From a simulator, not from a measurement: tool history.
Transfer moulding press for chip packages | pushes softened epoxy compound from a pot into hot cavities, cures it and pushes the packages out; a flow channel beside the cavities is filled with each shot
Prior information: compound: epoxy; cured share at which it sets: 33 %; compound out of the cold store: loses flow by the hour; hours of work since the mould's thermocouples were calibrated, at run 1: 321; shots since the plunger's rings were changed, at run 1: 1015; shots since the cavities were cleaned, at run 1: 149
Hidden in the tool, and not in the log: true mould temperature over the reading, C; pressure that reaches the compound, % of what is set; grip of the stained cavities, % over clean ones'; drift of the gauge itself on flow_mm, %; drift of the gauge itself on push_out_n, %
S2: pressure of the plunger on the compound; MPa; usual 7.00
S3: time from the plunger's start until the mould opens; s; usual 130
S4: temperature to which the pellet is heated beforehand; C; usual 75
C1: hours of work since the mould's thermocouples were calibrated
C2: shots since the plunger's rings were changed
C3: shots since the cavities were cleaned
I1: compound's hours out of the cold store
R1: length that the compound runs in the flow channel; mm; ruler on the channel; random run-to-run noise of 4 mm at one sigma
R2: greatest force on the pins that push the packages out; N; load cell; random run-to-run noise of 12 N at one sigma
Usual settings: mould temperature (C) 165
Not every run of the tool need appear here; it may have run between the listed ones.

Run 1, hour 0.0: usual settings; C1 321; C2 1015; C3 149; I1 39.8. Result: R1 872 mm, R2 797 N.
Run 2, hour 10.9: usual settings; C1 329; C2 1135; C3 269; I1 43.7. Result: R1 847 mm, R2 930 N.
Run 3, hour 18.6: usual settings; C1 334; C2 1219; C3 353; I1 10.0. Result: R1 1006 mm, R2 1033 N.
At hour 27.7: cavities cleaned with cleaning compound and waxed.
Run 4, hour 30.4: usual settings but S4 67 C; C1 341; C2 1332; C3 29; I1 38.7. Result: R1 864 mm, R2 651 N.
Run 5, hour 41.6: usual settings; C1 349; C2 1455; C3 152; I1 46.1. Result: R1 833 mm, R2 780 N.
Run 6, hour 50.8: usual settings; C1 356; C2 1556; C3 253; I1 40.1. Result: R1 856 mm, R2 924 N.
Run 7, hour 58.0: usual settings; C1 361; C2 1634; C3 331; I1 25.2. Result: R1 921 mm, R2 1009 N.
At hour 68.9: cavities cleaned with cleaning compound and waxed.
Run 8, hour 69.7: usual settings but S2 6.01 MPa; C1 368; C2 1747; C3 10; I1 38.0. Result: R1 798 mm, R2 584 N.
Run 9, hour 77.9: usual settings but S2 6.01 MPa; C1 374; C2 1837; C3 100; I1 19.1. Result: R1 877 mm, R2 765 N.
Run 10, hour 86.1: usual settings but S2 6.01 MPa; C1 379; C2 1926; C3 189; I1 32.7. Result: R1 819 mm, R2 831 N.
Run 11, hour 97.9: usual settings but S2 6.01 MPa; C1 388; C2 2056; C3 319; I1 15.9. Result: R1 889 mm, R2 1008 N.
Run 12, hour 103.3: usual settings but S4 77 C; C1 392; C2 2115; C3 378; I1 28.7. Result: R1 895 mm, R2 1023 N.
At hour 110.0: cavities cleaned with cleaning compound and waxed.
Run 13, hour 114.5: usual settings but mould temperature (C) 162, S2 7.09 MPa, S3 112 s, S4 70 C; C1 398; C2 2221; C3 49; I1 43.0. Result: R1 855 mm, R2 1139 N.
Run 14, hour 120.4: usual settings but mould temperature (C) 170, S2 5.90 MPa, S3 127 s, S4 70 C; C1 403; C2 2286; C3 114; I1 18.9. Result: R1 841 mm, R2 616 N.
Run 15, hour 132.9: usual settings but mould temperature (C) 167, S2 5.47 MPa, S4 72 C; C1 411; C2 2423; C3 251; I1 17.8. Result: R1 820 mm, R2 846 N.
Run 16, hour 138.7: usual settings but mould temperature (C) 170, S4 82 C; C1 415; C2 2487; C3 315; I1 9.6. Result: R1 957 mm, R2 759 N.
At hour 151.3: cavities cleaned with cleaning compound and waxed.
Run 17, hour 151.3: usual settings but mould temperature (C) 170, S4 82 C; C1 423; C2 2609; C3 0; I1 44.4. Result: R1 807 mm, R2 465 N.
Run 18, hour 159.9: usual settings but mould temperature (C) 163, S4 82 C; C1 429; C2 2702; C3 93; I1 24.0. Result: R1 907 mm, R2 836 N.
Run 19, hour 167.9: usual settings but mould temperature (C) 170, S2 5.54 MPa, S3 140 s, S4 71 C; C1 435; C2 2791; C3 182; I1 33.6. Result: R1 749 mm, R2 631 N.
Run 20, hour 179.0: usual settings but mould temperature (C) 172, S2 6.27 MPa; C1 443; C2 2912; C3 303; I1 29.5. Result: R1 803 mm, R2 723 N.
Run 21, hour 190.7: usual settings but mould temperature (C) 168, S2 6.84 MPa, S4 67 C; C1 451; C2 3040; C3 431; I1 26.8. Result: R1 861 mm, R2 911 N.
At hour 192.9: cavities cleaned with cleaning compound and waxed.
Run 22, hour 198.6: usual settings but mould temperature (C) 163, S2 6.30 MPa, S3 151 s, S4 81 C; C1 456; C2 3111; C3 64; I1 9.0. Result: R1 936 mm, R2 620 N.
Run 23, hour 207.3: usual settings but mould temperature (C) 162, S2 6.30 MPa, S3 151 s, S4 81 C; C1 462; C2 3206; C3 159; I1 22.3. Result: R1 875 mm, R2 797 N.

Here are 5 independent what-if runs from the current tool condition. What would each one return?
Run A, hour 215.9: usual settings but mould temperature (C) 162, S4 79 C; C1 468; C2 3300; C3 253; I1 32.6. Result: R1 ?, R2 ?.
Run B, hour 215.9: usual settings but mould temperature (C) 159; C1 468; C2 3300; C3 253; I1 48.0. Result: R1 ?, R2 ?.
Run C, hour 215.9: usual settings but mould temperature (C) 162, S2 6.30 MPa, S3 151 s, S4 68 C; C1 468; C2 3300; C3 253; I1 26.5. Result: R1 ?, R2 ?.
Run D, hour 215.9: usual settings but S3 127 s, S4 68 C; C1 468; C2 3300; C3 253; I1 23.1. Result: R1 ?, R2 ?.
Run E, hour 215.9: usual settings but S2 8.03 MPa; C1 468; C2 3300; C3 253; I1 38.9. Result: R1 ?, R2 ?.

run   R1    R2
  A  870  1116
  B  819  1331
  C  848   878
  D  903  1000
  E  882   891
Had the tool no hidden state, the same runs would have come out as:
run   R1   R2
  A  923  721
  B  869  859
  C  901  566
  D  959  644
  E  937  576
